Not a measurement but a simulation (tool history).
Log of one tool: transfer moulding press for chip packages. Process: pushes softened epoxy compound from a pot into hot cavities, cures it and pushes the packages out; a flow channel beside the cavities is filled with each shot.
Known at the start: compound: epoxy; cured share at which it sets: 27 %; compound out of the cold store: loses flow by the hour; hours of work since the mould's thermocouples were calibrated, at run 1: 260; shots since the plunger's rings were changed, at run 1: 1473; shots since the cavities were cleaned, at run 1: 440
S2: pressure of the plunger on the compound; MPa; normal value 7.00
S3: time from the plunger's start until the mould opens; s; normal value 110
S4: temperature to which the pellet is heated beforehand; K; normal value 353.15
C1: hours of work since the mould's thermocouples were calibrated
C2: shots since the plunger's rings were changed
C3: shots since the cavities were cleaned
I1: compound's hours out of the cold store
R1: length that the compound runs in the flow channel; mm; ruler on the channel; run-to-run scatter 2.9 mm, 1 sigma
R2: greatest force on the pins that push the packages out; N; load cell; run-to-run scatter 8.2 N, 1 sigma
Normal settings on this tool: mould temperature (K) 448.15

run 1 hour=0.0 | mould_temperature_(K)=448.15 S2=7.00 S3=110 S4=353.15 | C1=260 C2=1473 C3=440 | I1=24.7 | R1=794 R2=495
run 2 hour=8.9 | mould_temperature_(K)=448.15 S2=7.00 S3=110 S4=353.15 | C1=266 C2=1566 C3=533 | I1=47.4 | R1=678 R2=515
run 3 hour=22.0 | mould_temperature_(K)=448.15 S2=7.00 S3=110 S4=353.15 | C1=273 C2=1701 C3=668 | I1=31.5 | R1=753 R2=540
-- hour=33.8 cavities cleaned with cleaning compound and waxed
run 4 hour=39.3 | mould_temperature_(K)=448.15 S2=7.00 S3=110 S4=353.15 | C1=283 C2=1864 C3=57 | I1=42.3 | R1=703 R2=374
run 5 hour=54.4 | mould_temperature_(K)=448.15 S2=7.00 S3=110 S4=353.15 | C1=291 C2=2020 C3=213 | I1=30.9 | R1=758 R2=434
run 6 hour=68.2 | mould_temperature_(K)=448.15 S2=7.00 S3=110 S4=353.15 | C1=299 C2=2162 C3=355 | I1=11.3 | R1=863 R2=486
run 7 hour=82.1 | mould_temperature_(K)=448.15 S2=7.00 S3=110 S4=353.15 | C1=308 C2=2306 C3=499 | I1=45.7 | R1=684 R2=488
run 8 hour=94.4 | mould_temperature_(K)=448.15 S2=7.00 S3=110 S4=353.15 | C1=315 C2=2433 C3=626 | I1=18.9 | R1=814 R2=540
run 9 hour=102.2 | mould_temperature_(K)=448.15 S2=7.00 S3=110 S4=353.15 | C1=319 C2=2514 C3=707 | I1=34.6 | R1=732 R2=558
-- hour=109.8 cavities cleaned with cleaning compound and waxed
run 10 hour=117.1 | mould_temperature_(K)=448.15 S2=7.00 S3=110 S4=353.15 | C1=327 C2=2652 C3=75 | I1=45.6 | R1=686 R2=360
run 11 hour=125.9 | mould_temperature_(K)=448.15 S2=7.00 S3=110 S4=354.15 | C1=332 C2=2743 C3=166 | I1=44.3 | R1=686 R2=389
-- hour=129.3 mould's thermocouples calibrated
run 12 hour=143.3 | mould_temperature_(K)=448.15 S2=7.00 S3=132 S4=354.15 | C1=8 C2=2902 C3=325 | I1=15.0 | R1=834 R2=386
run 13 hour=156.0 | mould_temperature_(K)=445.15 S2=7.00 S3=110 S4=353.15 | C1=16 C2=3033 C3=456 | I1=42.1 | R1=701 R2=562
run 14 hour=164.1 | mould_temperature_(K)=448.15 S2=7.00 S3=110 S4=353.15 | C1=20 C2=3117 C3=540 | I1=24.3 | R1=786 R2=518
run 15 hour=178.2 | mould_temperature_(K)=448.15 S2=7.00 S3=110 S4=354.15 | C1=29 C2=3262 C3=685 | I1=35.8 | R1=724 R2=549
-- hour=188.2 cavities cleaned with cleaning compound and waxed
run 16 hour=192.3 | mould_temperature_(K)=448.15 S2=6.84 S3=110 S4=353.15 | C1=36 C2=3393 C3=42 | I1=17.0 | R1=814 R2=360
run 17 hour=205.2 | mould_temperature_(K)=454.15 S2=6.33 S3=110 S4=353.15 | C1=44 C2=3525 C3=174 | I1=26.1 | R1=721 R2=369
-- hour=217.4 mould's thermocouples calibrated, once more
run 18 hour=220.5 | mould_temperature_(K)=449.15 S2=6.79 S3=110 S4=353.15 | C1=2 C2=3663 C3=312 | I1=18.1 | R1=799 R2=429
run 19 hour=231.8 | mould_temperature_(K)=448.15 S2=7.30 S3=109 S4=344.15 | C1=8 C2=3780 C3=429 | I1=45.8 | R1=688 R2=497
run 20 hour=248.0 | mould_temperature_(K)=448.15 S2=8.75 S3=110 S4=353.15 | C1=18 C2=3947 C3=596 | I1=21.5 | R1=885 R2=526
run 21 hour=257.0 | mould_temperature_(K)=448.15 S2=8.75 S3=110 S4=353.15 | C1=23 C2=4040 C3=689 | I1=11.6 | R1=946 R2=566
-- hour=266.0 cavities cleaned with cleaning compound and waxed
run 22 hour=272.9 | mould_temperature_(K)=447.15 S2=6.93 S3=98 S4=352.15 | C1=32 C2=4189 C3=71 | I1=30.6 | R1=740 R2=478
run 23 hour=284.5 | mould_temperature_(K)=447.15 S2=6.93 S3=98 S4=352.15 | C1=39 C2=4309 C3=191 | I1=47.1 | R1=664 R2=511
run 24 hour=293.0 | mould_temperature_(K)=447.15 S2=6.93 S3=98 S4=352.15 | C1=44 C2=4397 C3=279 | I1=34.0 | R1=727 R2=590
run 25 hour=300.3 | mould_temperature_(K)=448.15 S2=6.22 S3=110 S4=353.15 | C1=48 C2=4471 C3=353 | I1=18.6 | R1=761 R2=479
run 26 hour=308.8 | mould_temperature_(K)=448.15 S2=6.22 S3=110 S4=353.15 | C1=53 C2=4559 C3=441 | I1=23.1 | R1=737 R2=493
run 27 hour=323.5 | mould_temperature_(K)=448.15 S2=6.22 S3=141 S4=353.15 | C1=61 C2=4712 C3=594 | I1=36.7 | R1=669 R2=413
run 28 hour=337.0 | mould_temperature_(K)=448.15 S2=7.00 S3=131 S4=357.15 | C1=69 C2=4851 C3=733 | I1=43.1 | R1=684 R2=460

A few steps of R1 between consecutive runs. Split each: what settings, incoming material and random variation would produce without the hidden state, and what is left over for the hidden state, along with gauge scatter present in only one of the two compared results (measured, and without hidden state):
Hidden state present: true mould temperature over the reading, C; pressure that reaches the compound, % of what is set; grip of the stained cavities, % over clean ones'; drift of the gauge itself on flow_mm, %; drift of the gauge itself on push_out_n, %.
Run 19 -> 20: S2 7.30 -> 8.75, S3 109 -> 110, S4 344.15 -> 353.15. R1 +197 mm: hidden state -8, all else +205.
Run 21 -> 22: mould temperature (K) 448.15 -> 447.15, S2 8.75 -> 6.93, S3 110 -> 98, S4 353.15 -> 352.15, cavities cleaned with cleaning compound and waxed. R1 -206 mm: hidden state +6, all else -212.

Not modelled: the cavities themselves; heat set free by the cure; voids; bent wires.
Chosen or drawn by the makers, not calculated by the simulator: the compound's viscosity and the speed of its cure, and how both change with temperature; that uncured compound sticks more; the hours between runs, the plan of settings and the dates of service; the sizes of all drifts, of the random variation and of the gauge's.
